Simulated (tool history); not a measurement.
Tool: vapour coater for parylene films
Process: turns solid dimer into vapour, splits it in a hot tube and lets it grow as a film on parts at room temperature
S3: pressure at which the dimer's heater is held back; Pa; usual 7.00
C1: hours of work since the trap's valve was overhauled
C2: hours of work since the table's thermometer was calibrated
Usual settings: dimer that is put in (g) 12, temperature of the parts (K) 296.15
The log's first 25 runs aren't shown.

Run 26, hour 292.2: usual settings but S3 4.66 Pa; C1 90; C2 291. Result: thickness of the film (µm) 1.72.
Run 27, hour 302.4: usual settings but dimer that is put in (g) 19, S3 4.85 Pa; C1 97; C2 298. Result: thickness of the film (µm) 2.66.
Run 28, hour 317.3: usual settings but dimer that is put in (g) 13, temperature of the parts (K) 308.15, S3 6.81 Pa; C1 107; C2 308. Result: thickness of the film (µm) 1.12.
Run 29, hour 331.7: usual settings but dimer that is put in (g) 7; C1 117; C2 318. Result: thickness of the film (µm) 0.98.
Run 30, hour 340.2: usual settings but dimer that is put in (g) 15, temperature of the parts (K) 304.15, S3 2.03 Pa; C1 123; C2 324. Result: thickness of the film (µm) 1.65.
Run 31, hour 349.7: usual settings but dimer that is put in (g) 7, temperature of the parts (K) 294.15, S3 3.99 Pa; C1 129; C2 331. Result: thickness of the film (µm) 1.08.
Run 32, hour 356.9: usual settings but dimer that is put in (g) 20, temperature of the parts (K) 288.15, S3 5.73 Pa; C1 134; C2 336. Result: thickness of the film (µm) 3.77.
Run 33, hour 369.9: usual settings but dimer that is put in (g) 20, temperature of the parts (K) 288.15, S3 5.73 Pa; C1 143; C2 344. Result: thickness of the film (µm) 3.72.
Run 34, hour 384.4: usual settings but dimer that is put in (g) 13, temperature of the parts (K) 290.15, S3 5.73 Pa; C1 153; C2 354. Result: thickness of the film (µm) 2.27.
Run 35, hour 392.2: usual settings but dimer that is put in (g) 13, temperature of the parts (K) 301.15, S3 9.79 Pa; C1 159; C2 360. Result: thickness of the film (µm) 1.40.
Run 36, hour 404.0: usual settings but temperature of the parts (K) 300.15; C1 167; C2 368. Result: thickness of the film (µm) 1.36.
Run 37, hour 411.9: usual settings but temperature of the parts (K) 300.15; C1 172; C2 373. Result: thickness of the film (µm) 1.41.
Run 38, hour 422.0: usual settings but temperature of the parts (K) 299.15, S3 2.20 Pa; C1 179; C2 380. Result: thickness of the film (µm) 1.56.
Run 39, hour 429.4: usual settings but temperature of the parts (K) 299.15, S3 2.20 Pa; C1 184; C2 385. Result: thickness of the film (µm) 1.57.
Run 40, hour 439.0: usual settings but temperature of the parts (K) 299.15, S3 2.20 Pa; C1 191; C2 392. Result: thickness of the film (µm) 1.58.
Run 41, hour 447.4: usual settings but temperature of the parts (K) 299.15, S3 2.20 Pa; C1 197; C2 398. Result: thickness of the film (µm) 1.57.
Run 42, hour 460.9: usual settings but temperature of the parts (K) 291.15, S3 3.68 Pa; C1 206; C2 407. Result: thickness of the film (µm) 2.06.
Run 43, hour 471.1: usual settings but dimer that is put in (g) 18, S3 11.99 Pa; C1 213; C2 414. Result: thickness of the film (µm) 2.33.
Run 44, hour 485.1: usual settings but temperature of the parts (K) 295.15, S3 6.66 Pa; C1 223; C2 424. Result: thickness of the film (µm) 1.70.
Run 45, hour 500.3: usual settings but dimer that is put in (g) 8, S3 8.11 Pa; C1 233; C2 434. Result: thickness of the film (µm) 1.03.
Run 46, hour 507.3: usual settings but dimer that is put in (g) 6, temperature of the parts (K) 307.15, S3 7.86 Pa; C1 238; C2 439. Result: thickness of the film (µm) 0.52.

4 ways to go on from here, each from the tool as it stands after run 46. What would each give?
Run A, hour 523.2: usual settings but dimer that is put in (g) 15, temperature of the parts (K) 303.15, S3 5.96 Pa; C1 249; C2 450. Result: thickness of the film (µm) ?.
Run B, hour 523.2: usual settings but dimer that is put in (g) 17, temperature of the parts (K) 292.15, S3 7.05 Pa; C1 249; C2 450. Result: thickness of the film (µm) ?.
Run C, hour 523.2: usual settings but dimer that is put in (g) 6, temperature of the parts (K) 307.15, S3 5.88 Pa; C1 249; C2 450. Result: thickness of the film (µm) ?.
Run D, hour 523.2: usual settings but dimer that is put in (g) 6, temperature of the parts (K) 295.15, S3 11.06 Pa; C1 249; C2 450. Result: thickness of the film (µm) ?.

run  thickness of the film (µm)
  A                        1.54
  B                        2.67
  C                        0.54
  D                        0.79
Without the tool's hidden state the same runs would have given:
run  thickness of the film (µm)
  A                        1.61
  B                        2.78
  C                        0.57
  D                        0.83
